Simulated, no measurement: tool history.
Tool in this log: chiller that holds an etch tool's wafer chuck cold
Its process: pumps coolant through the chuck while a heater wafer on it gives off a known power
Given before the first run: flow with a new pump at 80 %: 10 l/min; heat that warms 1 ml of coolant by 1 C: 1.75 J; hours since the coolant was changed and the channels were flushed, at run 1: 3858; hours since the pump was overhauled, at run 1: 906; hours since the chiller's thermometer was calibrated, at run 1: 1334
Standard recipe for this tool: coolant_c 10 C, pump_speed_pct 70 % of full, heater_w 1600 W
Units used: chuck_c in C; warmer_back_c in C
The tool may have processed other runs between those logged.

run,hour,coolant_c,pump_speed_pct,heater_w,hours since the coolant was changed and the channels were flushed,hours since the pump was overhauled,hours since the chiller's thermometer was calibrated,chuck_c,warmer_back_c
1,0,10,70,1600,3858,906,1334,29.2,6.32
2,89.3,10,70,1600,3947,995,1424,29.1,6.38
3,256.1,10,70,1600,4114,1162,1591,29.3,6.38
4,407.3,10,70,1600,4266,1313,1742,29.4,6.39
5,530.2,10,68,1600,4388,1436,1865,29.6,6.57
6,688.3,10,68,1600,4546,1594,2023,29.9,6.61
7,820.8,10,64,1600,4679,1726,2155,30.8,7.04
8,956.6,10,64,1600,4815,1862,2291,30.6,7.1
9,1078.6,10,64,1600,4937,1984,2413,30.8,7.05
10,1180.5,10,73,1600,5039,2086,2515,28.6,6.11
11,1258.4,11,70,1600,5117,2164,2593,30.1,6.4
12,1402,10,83,1600,5260,2308,2736,26.6,5.29
13,1502.5,18,70,1526,5361,2408,2837,36.2,6.07
14,1622.8,18,65,2139,5481,2529,2957,45.4,9.23
15,1761.7,12,84,1952,5620,2667,3096,32.2,6.37
16,1833,10,82,2263,5691,2739,3167,33.9,7.58
17,1968.8,15,93,1600,5827,2875,3303,30.3,4.69

Here are 3 independent what-if runs from the current tool condition. What would each one return?
A,2112.1,17,93,2217,5970,3018,3447,?,?
B,2112.1,15,87,1187,5970,3018,3447,?,?
C,2112.1,12,96,1600,5970,3018,3447,?,?

run,chuck_c,warmer_back_c
A,37.8,6.41
B,26.9,3.75
C,26.7,4.49
Stripped of hidden state, with their random variation kept, the same runs would have yielded:
run,chuck_c,warmer_back_c
A,37.8,6.41
B,26.9,3.75
C,26.6,4.49
